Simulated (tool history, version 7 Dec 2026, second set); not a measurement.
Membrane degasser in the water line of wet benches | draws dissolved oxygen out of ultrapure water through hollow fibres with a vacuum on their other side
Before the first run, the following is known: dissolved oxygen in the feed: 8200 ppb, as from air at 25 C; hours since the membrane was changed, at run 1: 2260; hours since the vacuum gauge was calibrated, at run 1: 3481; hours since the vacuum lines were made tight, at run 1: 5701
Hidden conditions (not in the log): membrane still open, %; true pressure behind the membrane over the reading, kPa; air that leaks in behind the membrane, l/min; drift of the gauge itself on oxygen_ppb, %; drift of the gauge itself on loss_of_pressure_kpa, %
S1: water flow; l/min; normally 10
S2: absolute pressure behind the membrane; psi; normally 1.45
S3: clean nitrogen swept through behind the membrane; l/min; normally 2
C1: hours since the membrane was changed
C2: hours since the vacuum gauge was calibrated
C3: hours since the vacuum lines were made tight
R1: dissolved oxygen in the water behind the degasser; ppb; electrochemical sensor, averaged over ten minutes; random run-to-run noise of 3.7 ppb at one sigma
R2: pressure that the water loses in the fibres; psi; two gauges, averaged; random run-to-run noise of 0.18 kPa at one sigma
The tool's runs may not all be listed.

run	hour	S1	S2	S3	C1	C2	C3	R1	R2
1	0	10	1.45	2	2260	3481	5701	380.2	7.094
2	70.5	14	1.45	2	2331	3552	5772	540.5	9.876
3	152.6	10	1.45	2	2413	3634	5854	388.7	7.068
4	201.8	10	1.45	2	2462	3683	5903	378.9	7.088
5	258.5	10	1.45	2	2519	3740	5960	383.6	7.068
6	295.5	10	1.45	2	2556	3777	5997	379.9	7.066
7	376.5	10	1.45	1.64	2637	3858	6078	399.2	7.088
8	445	10	1.45	1.64	2705	3926	6146	399.1	7.062
9	483.3	10	1.45	1.64	2744	3965	6184	398.3	7.075
10	523.6	10	1.45	1.64	2784	4005	6225	400	7.037
11	578.5	10	1.45	1.64	2839	4060	6280	407.9	7.059
12	622.7	10	1.45	2	2883	4104	6324	385	7.055
# hour 628.2: vacuum gauge calibrated
13	685.5	10	1.45	2	2945	57	6386	390.8	7.091
14	724.8	10	1.45	2	2985	97	6425	387.9	7.05
15	764.9	10	1.45	2	3025	137	6466	389.8	7.039
16	803.7	10	1.45	2	3064	175	6504	388.8	7.076
# hour 848.8: seals of the vacuum lines changed
17	848.8	10	1.45	2.93	3107	219	0	360	7.118
18	891.7	10	2.36	3.77	3150	261	43	384.1	7.097
19	952.2	10	1.31	1.07	3210	322	103	441.1	7.085
# hour 985.8: vacuum gauge calibrated, once more
20	1004.7	14	1.38	4.62	3262	19	155	500.3	9.938
21	1056.8	14	1.38	4.62	3314	71	208	493.6	9.989
22	1098	14	3.22	2.36	3355	112	249	689.9	9.91
23	1160.7	14	3.22	2.36	3418	175	311	687.6	9.894
24	1232.8	14	3.22	2.19	3490	247	383	696.4	9.922
25	1276.6	14	3.22	2.19	3534	291	427	707.7	9.861
26	1347	14	3.22	2.19	3604	361	498	700.1	9.976
27	1406	14	0.97	0.94	3663	420	557	553.5	9.929
28	1454.9	14	0.97	0.94	3712	469	606	546.6	9.939
29	1498.7	10	1.97	1.5	3756	513	649	466.5	7.116
30	1563.9	12	1.65	5.5	3821	578	715	420.7	8.475
31	1610.5	12	1.65	5.5	3868	625	761	414.1	8.535
32	1683.2	15	3.41	0.93	3941	697	834	1101.7	10.657

For each run, the measured value with the value that run would have given without the tool's hidden condition subtracted. The run-to-run variation is shared by both, the gauge scatter possibly not:
run	R1	R2
1	+15.6	+0.087
2	+20.2	+0.125
3	+16.9	+0.091
4	+16.7	+0.094
5	+17.3	+0.096
6	+17.3	+0.097
7	+18.6	+0.102
8	+18.9	+0.102
9	+19.1	+0.104
10	+19.4	+0.106
11	+20.1	+0.107
12	+19.3	+0.109
13	+21	+0.113
14	+21	+0.113
15	+21.3	+0.115
16	+21.5	+0.116
17	+19.2	+0.117
18	+18.7	+0.119
19	+25	+0.122
20	+22.5	+0.173
21	+22.7	+0.175
22	+22.2	+0.177
23	+22.5	+0.18
24	+22.7	+0.184
25	+23.4	+0.186
26	+23.6	+0.19
27	+24.5	+0.193
28	+24.5	+0.197
29	+20	+0.142
30	+23.4	+0.171
31	+23.2	+0.175
32	+26	+0.223

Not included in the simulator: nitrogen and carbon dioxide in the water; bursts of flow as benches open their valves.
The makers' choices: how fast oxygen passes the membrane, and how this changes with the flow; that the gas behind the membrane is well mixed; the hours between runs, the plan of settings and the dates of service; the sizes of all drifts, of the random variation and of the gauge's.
